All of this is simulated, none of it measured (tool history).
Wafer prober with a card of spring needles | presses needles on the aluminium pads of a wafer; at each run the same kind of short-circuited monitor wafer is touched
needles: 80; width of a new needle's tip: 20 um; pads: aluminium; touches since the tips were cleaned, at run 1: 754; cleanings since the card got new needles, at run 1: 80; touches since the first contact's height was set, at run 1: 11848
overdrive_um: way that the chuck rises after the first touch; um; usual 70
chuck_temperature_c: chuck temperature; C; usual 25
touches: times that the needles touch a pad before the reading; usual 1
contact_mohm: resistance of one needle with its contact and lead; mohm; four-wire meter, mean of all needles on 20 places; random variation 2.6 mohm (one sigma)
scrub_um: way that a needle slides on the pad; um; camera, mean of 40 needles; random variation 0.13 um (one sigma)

run	day	overdrive_um	chuck_temperature_c	touches	touches since the tips were cleaned	cleanings since the card got new needles	touches since the first contact's height was set	contact_mohm	scrub_um
1	0	70	25	1	754	80	11848	294	10.92
# day 0.1: tips cleaned on abrasive film
# day 0.238: tips cleaned on abrasive film
# day 0.371: tips cleaned on abrasive film
# day 0.538: tips cleaned on abrasive film
# day 0.675: tips cleaned on abrasive film
# day 0.842: tips cleaned on abrasive film
# day 0.975: tips cleaned on abrasive film
# day 1.108: tips cleaned on abrasive film
2	1.125	70	25	1	190	88	26682	301	10.53
# day 1.258: tips cleaned on abrasive film
# day 1.425: tips cleaned on abrasive film
# day 1.562: tips cleaned on abrasive film
# day 1.696: tips cleaned on abrasive film
# day 1.829: tips cleaned on abrasive film
# day 1.967: tips cleaned on abrasive film
# day 2.1: tips cleaned on abrasive film
# day 2.233: tips cleaned on abrasive film
# day 2.371: tips cleaned on abrasive film
# day 2.504: tips cleaned on abrasive film
# day 2.638: tips cleaned on abrasive film
# day 2.775: tips cleaned on abrasive film
3	2.888	70	25	1	1549	100	49976	297	10.87
# day 2.925: tips cleaned on abrasive film
# day 3.058: tips cleaned on abrasive film
# day 3.225: tips cleaned on abrasive film
# day 3.362: tips cleaned on abrasive film
# day 3.496: tips cleaned on abrasive film
# day 3.629: tips cleaned on abrasive film
# day 3.767: tips cleaned on abrasive film
4	3.846	70	25	1	1084	107	62599	296	10.62
# day 3.917: tips cleaned on abrasive film
# day 4.05: tips cleaned on abrasive film
# day 4.183: tips cleaned on abrasive film
# day 4.35: tips cleaned on abrasive film
# day 4.488: tips cleaned on abrasive film
# day 4.621: tips cleaned on abrasive film
# day 4.788: tips cleaned on abrasive film
# day 4.925: tips cleaned on abrasive film
# day 5.092: tips cleaned on abrasive film
# day 5.225: tips cleaned on abrasive film
# day 5.358: tips cleaned on abrasive film
# day 5.496: tips cleaned on abrasive film
# day 5.629: tips cleaned on abrasive film
# day 5.762: tips cleaned on abrasive film
5	5.892	70	25	1	1755	121	89649	295	10.77
# day 5.929: tips cleaned on abrasive film
# day 6.067: tips cleaned on abrasive film
# day 6.2: tips cleaned on abrasive film
# day 6.333: tips cleaned on abrasive film
# day 6.471: tips cleaned on abrasive film
# day 6.604: tips cleaned on abrasive film
# day 6.738: tips cleaned on abrasive film
# day 6.875: tips cleaned on abrasive film
# day 7.008: tips cleaned on abrasive film
6	7.008	82	25	1	4	130	104297	288	12.76
# day 7.175: tips cleaned on abrasive film
# day 7.308: tips cleaned on abrasive film
# day 7.442: tips cleaned on abrasive film
# day 7.579: tips cleaned on abrasive film
# day 7.712: tips cleaned on abrasive film
# day 7.846: tips cleaned on abrasive film
# day 7.983: tips cleaned on abrasive film
7	8.079	82	76	1	1297	137	118443	307	12.66
# day 8.146: tips cleaned on abrasive film
# day 8.283: tips cleaned on abrasive film
# day 8.45: tips cleaned on abrasive film
# day 8.583: tips cleaned on abrasive film
# day 8.721: tips cleaned on abrasive film
# day 8.854: tips cleaned on abrasive film
# day 8.988: tips cleaned on abrasive film
# day 9.125: tips cleaned on abrasive film
# day 9.292: tips cleaned on abrasive film
8	9.383	76	25	1	1263	146	135681	291	11.52

Forecast run 9:
# day 9.454: tips cleaned on abrasive film
# day 9.588: tips cleaned on abrasive film
# day 9.6: height of the first contact set anew
# day 9.767: tips cleaned on abrasive film
# day 9.904: tips cleaned on abrasive film
# day 10.038: tips cleaned on abrasive film
# day 10.171: tips cleaned on abrasive film
# day 10.308: tips cleaned on abrasive film
# day 10.442: tips cleaned on abrasive film
# day 10.575: tips cleaned on abrasive film
# day 10.712: tips cleaned on abrasive film
# day 10.846: tips cleaned on abrasive film
# day 10.979: tips cleaned on abrasive film
# day 11.117: tips cleaned on abrasive film
# day 11.25: tips cleaned on abrasive film
9	11.275	52	85	1	356	160	22099	?	?

contact_mohm: 333 mohm
scrub_um: 7.8 um
Without the tool's hidden state the same run would have given contact_mohm 333 mohm, scrub_um 7.8 um.

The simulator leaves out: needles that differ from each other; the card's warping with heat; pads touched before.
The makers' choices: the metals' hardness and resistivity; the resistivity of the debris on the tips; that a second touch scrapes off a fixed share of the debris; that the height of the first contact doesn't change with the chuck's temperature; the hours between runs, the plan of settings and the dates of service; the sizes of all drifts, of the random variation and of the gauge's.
